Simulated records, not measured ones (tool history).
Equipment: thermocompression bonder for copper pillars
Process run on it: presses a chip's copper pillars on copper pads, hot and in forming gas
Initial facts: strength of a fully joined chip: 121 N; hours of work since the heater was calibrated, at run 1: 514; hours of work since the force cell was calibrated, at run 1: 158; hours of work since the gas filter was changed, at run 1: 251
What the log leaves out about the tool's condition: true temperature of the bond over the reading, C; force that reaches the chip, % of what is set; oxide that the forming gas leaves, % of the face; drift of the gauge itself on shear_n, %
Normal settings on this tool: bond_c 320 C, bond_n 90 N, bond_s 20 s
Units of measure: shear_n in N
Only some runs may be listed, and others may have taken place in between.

| run | hour | bond_c | bond_n | bond_s | hours of work since the heater was calibrated | hours of work since the force cell was calibrated | hours of work since the gas filter was changed | shear_n |
|---|---|---|---|---|---|---|---|---|
| 1 | 0.0 | 320 | 90 | 20 | 514 | 158 | 251 | 39.4 |
| 2 | 4.8 | 320 | 90 | 20 | 517 | 162 | 255 | 38.2 |
| 3 | 10.3 | 320 | 90 | 50 | 521 | 166 | 259 | 54.9 |
| 4 | 15.2 | 320 | 90 | 20 | 525 | 169 | 262 | 38.5 |
| 5 | 20.1 | 320 | 90 | 20 | 529 | 173 | 266 | 38.8 |
| 6 | 24.4 | 320 | 90 | 20 | 532 | 176 | 269 | 38.7 |
|  | 27.4 | forming gas filter changed |
| 7 | 29.2 | 320 | 90 | 20 | 535 | 179 | 1 | 42.6 |
| 8 | 37.8 | 320 | 90 | 20 | 542 | 186 | 8 | 43.0 |
| 9 | 46.9 | 320 | 90 | 20 | 548 | 193 | 14 | 42.1 |
| 10 | 55.9 | 320 | 90 | 20 | 555 | 199 | 21 | 42.1 |
| 11 | 59.9 | 320 | 90 | 20 | 558 | 202 | 24 | 41.6 |
| 12 | 65.4 | 320 | 90 | 20 | 562 | 206 | 28 | 43.6 |
| 13 | 72.2 | 320 | 75 | 20 | 567 | 211 | 33 | 37.9 |
| 14 | 80.9 | 320 | 64 | 20 | 574 | 218 | 40 | 36.0 |
| 15 | 88.4 | 320 | 90 | 17 | 579 | 223 | 45 | 39.0 |
| 16 | 97.8 | 320 | 90 | 17 | 586 | 230 | 52 | 38.8 |
| 17 | 104.4 | 320 | 90 | 17 | 591 | 235 | 57 | 38.7 |
| 18 | 108.2 | 320 | 91 | 42 | 594 | 238 | 60 | 53.9 |
| 19 | 113.4 | 320 | 91 | 42 | 598 | 242 | 64 | 54.4 |
| 20 | 118.2 | 320 | 112 | 20 | 601 | 246 | 68 | 46.4 |
| 21 | 125.1 | 320 | 112 | 20 | 606 | 251 | 73 | 45.7 |
| 22 | 131.9 | 320 | 80 | 20 | 611 | 256 | 78 | 38.5 |
| 23 | 140.1 | 327 | 64 | 28 | 618 | 262 | 84 | 42.0 |
| 24 | 148.4 | 340 | 113 | 18 | 624 | 268 | 90 | 51.9 |
| 25 | 152.7 | 296 | 126 | 20 | 627 | 271 | 93 | 35.8 |
| 26 | 156.8 | 346 | 57 | 20 | 630 | 274 | 96 | 42.6 |
| 27 | 164.7 | 335 | 90 | 17 | 636 | 280 | 102 | 44.9 |
| 28 | 172.1 | 335 | 90 | 17 | 641 | 286 | 108 | 44.4 |
| 29 | 176.2 | 308 | 90 | 20 | 644 | 289 | 111 | 35.3 |
| 30 | 180.9 | 320 | 90 | 22 | 648 | 292 | 114 | 41.6 |
| 31 | 187.6 | 320 | 90 | 22 | 653 | 297 | 119 | 42.5 |
| 32 | 192.0 | 320 | 60 | 10 | 656 | 300 | 122 | 24.2 |

Below are 5 alternative next runs, each starting from the tool's condition after run 32. Predict each:
| A | 196.7 | 310 | 117 | 12 | 660 | 304 | 126 | ? |
| B | 196.7 | 317 | 91 | 32 | 660 | 304 | 126 | ? |
| C | 196.7 | 290 | 84 | 13 | 660 | 304 | 126 | ? |
| D | 196.7 | 345 | 68 | 16 | 660 | 304 | 126 | ? |
| E | 196.7 | 320 | 60 | 51 | 660 | 304 | 126 | ? |

| run | shear_n |
|---|---|
| A | 32.9 |
| B | 46.0 |
| C | 21.6 |
| D | 41.6 |
| E | 46.4 |
Without the tool's hidden state the same runs would have given:
| run | shear_n |
|---|---|
| A | 39.6 |
| B | 54.5 |
| C | 26.5 |
| D | 49.0 |
| E | 54.7 |
